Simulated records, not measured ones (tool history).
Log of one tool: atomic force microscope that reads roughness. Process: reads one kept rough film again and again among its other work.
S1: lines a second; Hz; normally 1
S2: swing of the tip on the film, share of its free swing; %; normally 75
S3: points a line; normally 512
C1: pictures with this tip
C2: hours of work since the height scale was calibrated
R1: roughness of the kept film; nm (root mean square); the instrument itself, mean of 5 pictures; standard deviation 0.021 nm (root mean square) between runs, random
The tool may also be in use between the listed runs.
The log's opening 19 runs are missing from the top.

run 20 day=15.758 | S1=0.67 S2=77 S3=944 | C1=22 C2=895 | R1=5.192
run 21 day=16.325 | S1=0.67 S2=77 S3=944 | C1=35 C2=903 | R1=5.139
run 22 day=17.471 | S1=0.76 S2=75 S3=874 | C1=62 C2=920 | R1=4.968
run 23 day=18.304 | S1=0.76 S2=75 S3=874 | C1=81 C2=933 | R1=4.927
run 24 day=19.225 | S1=0.76 S2=75 S3=874 | C1=103 C2=946 | R1=4.829
run 25 day=20.004 | S1=2.6 S2=75 S3=264 | C1=121 C2=958 | R1=4.47
run 26 day=21.158 | S1=2.6 S2=75 S3=299 | C1=148 C2=975 | R1=4.375
-- day=22.212 new tip fitted
run 27 day=22.25 | S1=2.6 S2=75 S3=299 | C1=1 C2=991 | R1=5.013
run 28 day=23.192 | S1=1.16 S2=77 S3=299 | C1=23 C2=1005 | R1=5.106
run 29 day=23.771 | S1=3.03 S2=77 S3=299 | C1=36 C2=1014 | R1=4.748
run 30 day=24.779 | S1=3.03 S2=77 S3=299 | C1=60 C2=1029 | R1=4.609
run 31 day=25.488 | S1=2.95 S2=75 S3=607 | C1=76 C2=1039 | R1=4.644
run 32 day=26.375 | S1=1.58 S2=87 S3=817 | C1=97 C2=1052 | R1=4.549
run 33 day=26.946 | S1=1.58 S2=78 S3=300 | C1=110 C2=1061 | R1=4.617
run 34 day=27.896 | S1=1 S2=73 S3=512 | C1=133 C2=1075 | R1=4.614

Here are 4 independent what-if runs from the current tool condition. What would each one return?
run A day=29.008 | S1=0.57 S2=58 S3=512 | C1=158 C2=1091 | R1=?
run B day=29.008 | S1=1 S2=65 S3=313 | C1=158 C2=1091 | R1=?
run C day=29.008 | S1=1.41 S2=73 S3=520 | C1=158 C2=1091 | R1=?
run D day=29.008 | S1=0.63 S2=74 S3=512 | C1=158 C2=1091 | R1=?

run=A R1=4.617
run=B R1=4.54
run=C R1=4.471
run=D R1=4.572
Without the tool's unlogged condition, the same runs would have read:
run=A R1=5.369
run=B R1=5.282
run=C R1=5.201
run=D R1=5.317
